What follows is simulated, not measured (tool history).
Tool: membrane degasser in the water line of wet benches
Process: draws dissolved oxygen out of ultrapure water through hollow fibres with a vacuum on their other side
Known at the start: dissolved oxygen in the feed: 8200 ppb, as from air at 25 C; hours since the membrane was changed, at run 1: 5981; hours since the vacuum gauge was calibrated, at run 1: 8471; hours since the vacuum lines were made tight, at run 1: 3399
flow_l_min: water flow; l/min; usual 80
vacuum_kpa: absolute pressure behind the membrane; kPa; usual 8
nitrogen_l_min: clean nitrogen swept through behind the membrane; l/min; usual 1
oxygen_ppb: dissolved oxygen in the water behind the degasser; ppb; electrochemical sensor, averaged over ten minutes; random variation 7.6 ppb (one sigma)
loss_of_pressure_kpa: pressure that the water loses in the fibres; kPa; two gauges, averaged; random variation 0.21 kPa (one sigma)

| run | hour | flow_l_min | vacuum_kpa | nitrogen_l_min | hours since the membrane was changed | hours since the vacuum gauge was calibrated | hours since the vacuum lines were made tight | oxygen_ppb | loss_of_pressure_kpa |
|---|---|---|---|---|---|---|---|---|---|
| 1 | 0 | 80 | 8 | 1 | 5981 | 8471 | 3399 | 840.5 | 48.98 |
| 2 | 126.9 | 80 | 8 | 1.88 | 6108 | 8598 | 3526 | 609.3 | 49.09 |
|  | 159.4 | vacuum gauge calibrated |
| 3 | 265.2 | 80 | 8 | 0.76 | 6246 | 106 | 3664 | 884.4 | 49.56 |
| 4 | 473.6 | 75 | 8 | 1 | 6454 | 314 | 3873 | 752.9 | 46.46 |
| 5 | 659.1 | 76 | 8 | 1 | 6640 | 500 | 4058 | 739.9 | 47.09 |
| 6 | 813.8 | 80 | 13.79 | 1 | 6795 | 654 | 4213 | 1402.1 | 49.88 |
| 7 | 917.4 | 80 | 8 | 1 | 6898 | 758 | 4316 | 786.8 | 49.79 |
| 8 | 1060.4 | 80 | 8 | 1 | 7041 | 901 | 4459 | 786.1 | 49.71 |
| 9 | 1174.6 | 80 | 8 | 1 | 7155 | 1015 | 4574 | 786.4 | 49.75 |
| 10 | 1316 | 80 | 10.53 | 0.94 | 7297 | 1157 | 4715 | 1106 | 49.7 |
| 11 | 1430.8 | 80 | 5.59 | 1 | 7412 | 1271 | 4830 | 510.9 | 49.8 |
| 12 | 1601.5 | 80 | 5.8 | 1 | 7582 | 1442 | 5000 | 548 | 50.03 |
| 13 | 1762.8 | 80 | 7.28 | 0.44 | 7744 | 1603 | 5162 | 1019 | 50.42 |
| 14 | 1885 | 77 | 9.64 | 0.61 | 7866 | 1726 | 5284 | 1191.9 | 47.82 |
| 15 | 2041.1 | 77 | 9.64 | 0.61 | 8022 | 1882 | 5440 | 1225.5 | 48.16 |

How the hidden state differs across the entries between the runs, from the last listed run before each to the first after it:
Between runs 2 and 3: vacuum gauge calibrated (hour 159.4)
  membrane still open, %: 95.9 -> 95.8; true pressure behind the membrane over the reading, kPa: 0.47 -> 0.03; air that leaks in behind the membrane, l/min: 0.0091 -> 0.0093
  measured less the result without the state, oxygen_ppb: +62.1 -> +27.2 ppb; loss_of_pressure_kpa: +2.02 -> +2.08 kPa

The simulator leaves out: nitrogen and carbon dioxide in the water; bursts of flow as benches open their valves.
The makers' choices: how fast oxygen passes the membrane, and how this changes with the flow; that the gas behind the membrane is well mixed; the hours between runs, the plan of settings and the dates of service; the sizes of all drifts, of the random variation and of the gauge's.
